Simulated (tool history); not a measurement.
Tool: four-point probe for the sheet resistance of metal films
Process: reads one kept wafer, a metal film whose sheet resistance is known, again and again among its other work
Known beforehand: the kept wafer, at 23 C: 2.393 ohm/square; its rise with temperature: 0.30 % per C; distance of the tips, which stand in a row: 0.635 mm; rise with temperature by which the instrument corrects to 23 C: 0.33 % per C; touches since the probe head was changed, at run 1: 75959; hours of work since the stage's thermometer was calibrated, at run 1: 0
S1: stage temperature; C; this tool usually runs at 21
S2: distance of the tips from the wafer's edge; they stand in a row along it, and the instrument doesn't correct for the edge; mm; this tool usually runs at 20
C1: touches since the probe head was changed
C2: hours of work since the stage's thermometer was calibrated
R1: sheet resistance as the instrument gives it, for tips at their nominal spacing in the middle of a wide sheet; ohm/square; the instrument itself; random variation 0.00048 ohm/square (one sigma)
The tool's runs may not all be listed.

run	hour	S1	S2	C1	C2	R1
1	0	21	20	75959	0	2.408579
2	120.3	21	20	79885	58	2.409508
3	229.5	21	20	83447	110	2.409049
4	303.1	22	20	85848	146	2.408725
5	380.2	21	71	88364	183	2.408734
6	435.4	27	71	90166	209	2.403881
7	491.7	27	71	92001	237	2.404073
8	594	27	71	95338	286	2.404532
9	680.2	27	71	98153	327	2.405334
10	765.8	21	6	100944	368	2.423818
11	844.2	21	6	103502	406	2.423904
12	906.2	21	6	105524	436	2.424243
13	1027.3	21	29	109477	494	2.410859
14	1105.7	21	29	112035	532	2.411111
15	1232.1	21	29	116159	593	2.411517
16	1361.6	21	29	120383	655	2.411062
17	1495.3	22	5	124746	719	2.430672
18	1579.8	21	29	127501	760	2.412763
19	1683.5	25	42	130885	810	2.408796
20	1749.7	20	11	133045	842	2.416783
21	1862.3	18	5	136720	896	2.434615
22	1939.4	18	5	139235	933	2.435777
23	1998.2	23	62	141152	961	2.411104
24	2081.8	23	62	143881	1002	2.412485
25	2163.1	20	29	146533	1041	2.414829

4 ways to go on from here, each from the tool as it stands after run 25. What would each give?
A	2227.3	31	6	148629	1072	?
B	2227.3	23	37	148629	1072	?
C	2227.3	23	15	148629	1072	?
D	2227.3	29	31	148629	1072	?

run	R1
A	2.419921
B	2.412386
C	2.41476
D	2.409113
Without the tool's hidden state the same runs would have given:
run	R1
A	2.400697
B	2.393262
C	2.395618
D	2.389978

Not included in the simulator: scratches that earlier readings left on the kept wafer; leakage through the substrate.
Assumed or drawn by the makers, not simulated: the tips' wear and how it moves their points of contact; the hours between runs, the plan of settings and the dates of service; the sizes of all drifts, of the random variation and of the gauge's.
